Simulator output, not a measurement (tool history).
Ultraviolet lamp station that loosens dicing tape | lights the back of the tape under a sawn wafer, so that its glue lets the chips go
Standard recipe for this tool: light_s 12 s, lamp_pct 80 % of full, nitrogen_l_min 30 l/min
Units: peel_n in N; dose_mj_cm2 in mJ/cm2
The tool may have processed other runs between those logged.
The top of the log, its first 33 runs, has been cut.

run,day,light_s,lamp_pct,nitrogen_l_min,peel_n,dose_mj_cm2
34,74.575,22,80,31,0.182,829
35,77.067,22,80,31,0.178,813
# day 78.367: window cleaned of glue's vapour
36,79.729,22,80,31,0.167,878
37,82.512,16,76,13,0.598,594
38,85.629,16,76,13,0.651,579
39,88.571,11,66,10,2.055,335
40,91.538,11,66,10,2.147,331
41,94.458,12,80,18,0.937,430
42,97.446,11,69,28,1.106,329
43,99.892,11,69,28,1.22,321

Alternative continuations, all from the tool just after run 43; predict every row:
A,101.258,14,94,17,?,?
B,101.258,12,96,30,?,?
C,101.258,12,80,32,?,?
D,101.258,12,65,53,?,?

run,peel_n,dose_mj_cm2
A,0.564,552
B,0.464,490
C,0.674,407
D,0.787,328
The same runs, with their run-to-run variation unchanged, on a tool lacking any hidden condition would have given:
run,peel_n,dose_mj_cm2
A,0.332,697
B,0.278,619
C,0.391,514
D,0.467,415
